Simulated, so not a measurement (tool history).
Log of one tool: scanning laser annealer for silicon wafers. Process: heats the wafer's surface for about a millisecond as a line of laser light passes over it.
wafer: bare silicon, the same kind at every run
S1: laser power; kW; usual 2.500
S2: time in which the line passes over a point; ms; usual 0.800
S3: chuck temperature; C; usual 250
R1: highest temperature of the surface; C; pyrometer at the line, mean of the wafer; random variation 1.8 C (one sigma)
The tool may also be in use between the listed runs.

{"run": 1, "hour": 0.0, "S1": 2.5, "S2": 0.8, "S3": 250, "R1": 994}
{"run": 2, "hour": 21.9, "S1": 2.5, "S2": 0.607, "S3": 250, "R1": 907}
{"run": 3, "hour": 38.9, "S1": 2.5, "S2": 0.83, "S3": 250, "R1": 997}
{"run": 4, "hour": 53.6, "S1": 2.5, "S2": 0.8, "S3": 250, "R1": 987}
{"run": 5, "hour": 64.7, "S1": 2.5, "S2": 0.8, "S3": 250, "R1": 986}
{"run": 6, "hour": 83.0, "S1": 2.5, "S2": 0.8, "S3": 250, "R1": 986}
{"run": 7, "hour": 94.6, "S1": 2.5, "S2": 0.8, "S3": 250, "R1": 985}
{"run": 8, "hour": 110.5, "S1": 2.334, "S2": 0.8, "S3": 250, "R1": 922}
{"run": 9, "hour": 119.9, "S1": 2.334, "S2": 0.8, "S3": 250, "R1": 925}
{"run": 10, "hour": 136.7, "S1": 2.5, "S2": 0.8, "S3": 245, "R1": 977}
{"run": 11, "hour": 149.0, "S1": 2.606, "S2": 0.8, "S3": 245, "R1": 1019}
{"run": 12, "hour": 165.9, "S1": 2.5, "S2": 0.8, "S3": 250, "R1": 981}
{"run": 13, "hour": 184.6, "S1": 2.5, "S2": 0.8, "S3": 250, "R1": 977}
{"run": 14, "hour": 196.4, "S1": 2.5, "S2": 0.8, "S3": 250, "R1": 979}
{"run": 15, "hour": 215.6, "S1": 2.5, "S2": 0.8, "S3": 250, "R1": 976}
{"run": 16, "hour": 234.2, "S1": 2.5, "S2": 0.949, "S3": 250, "R1": 1032}
{"hour": 243.9, "done": "window over the wafer cleaned"}
{"run": 17, "hour": 257.6, "S1": 2.5, "S2": 0.949, "S3": 250, "R1": 1014}
{"run": 18, "hour": 275.8, "S1": 2.5, "S2": 0.949, "S3": 250, "R1": 1010}
{"hour": 288.1, "done": "window over the wafer cleaned, once more"}
{"run": 19, "hour": 294.9, "S1": 2.5, "S2": 0.949, "S3": 250, "R1": 1088}
{"run": 20, "hour": 304.4, "S1": 2.5, "S2": 0.949, "S3": 250, "R1": 1087}
{"run": 21, "hour": 324.6, "S1": 2.5, "S2": 0.723, "S3": 215, "R1": 956}
{"run": 22, "hour": 346.7, "S1": 2.5, "S2": 0.723, "S3": 215, "R1": 954}
{"run": 23, "hour": 356.1, "S1": 2.5, "S2": 0.76, "S3": 250, "R1": 1008}
{"run": 24, "hour": 372.9, "S1": 2.739, "S2": 0.679, "S3": 235, "R1": 1044}
{"run": 25, "hour": 387.8, "S1": 2.718, "S2": 0.749, "S3": 276, "R1": 1109}
{"run": 26, "hour": 400.5, "S1": 2.611, "S2": 0.603, "S3": 250, "R1": 971}
{"run": 27, "hour": 422.0, "S1": 2.708, "S2": 0.6, "S3": 265, "R1": 1016}
{"run": 28, "hour": 435.9, "S1": 2.5, "S2": 0.964, "S3": 236, "R1": 1066}
{"run": 29, "hour": 450.2, "S1": 2.494, "S2": 0.984, "S3": 262, "R1": 1097}
{"run": 30, "hour": 465.9, "S1": 2.545, "S2": 0.797, "S3": 223, "R1": 1001}
{"run": 31, "hour": 488.0, "S1": 2.27, "S2": 0.654, "S3": 276, "R1": 892}
{"run": 32, "hour": 507.5, "S1": 2.405, "S2": 0.728, "S3": 288, "R1": 989}
{"run": 33, "hour": 530.3, "S1": 2.183, "S2": 0.928, "S3": 250, "R1": 933}
{"run": 34, "hour": 540.5, "S1": 2.183, "S2": 0.928, "S3": 250, "R1": 929}
{"run": 35, "hour": 551.2, "S1": 2.527, "S2": 0.8, "S3": 250, "R1": 1018}
{"run": 36, "hour": 571.2, "S1": 2.522, "S2": 0.844, "S3": 286, "R1": 1066}
{"run": 37, "hour": 592.9, "S1": 2.576, "S2": 0.998, "S3": 239, "R1": 1100}
{"run": 38, "hour": 612.3, "S1": 2.576, "S2": 0.998, "S3": 239, "R1": 1100}
{"run": 39, "hour": 630.6, "S1": 2.576, "S2": 0.998, "S3": 239, "R1": 1100}

The same runs without the tool's hidden state, with the same run-to-run variation:
The hidden state here: light that passes the window, % of a clean one's; laser's true power over the reading, %; width of the line over the set one, %; drift of the gauge itself on peak_c, C.
run=1 R1=1050
run=2 R1=958
run=3 R1=1057
run=4 R1=1047
run=5 R1=1047
run=6 R1=1048
run=7 R1=1049
run=8 R1=981
run=9 R1=984
run=10 R1=1043
run=11 R1=1090
run=12 R1=1049
run=13 R1=1047
run=14 R1=1050
run=15 R1=1048
run=16 R1=1112
run=17 R1=1110
run=18 R1=1109
run=19 R1=1112
run=20 R1=1111
run=21 R1=979
run=22 R1=979
run=23 R1=1033
run=24 R1=1072
run=25 R1=1140
run=26 R1=999
run=27 R1=1047
run=28 R1=1101
run=29 R1=1133
run=30 R1=1036
run=31 R1=921
run=32 R1=1024
run=33 R1=968
run=34 R1=965
run=35 R1=1060
run=36 R1=1110
run=37 R1=1151
run=38 R1=1152
run=39 R1=1154
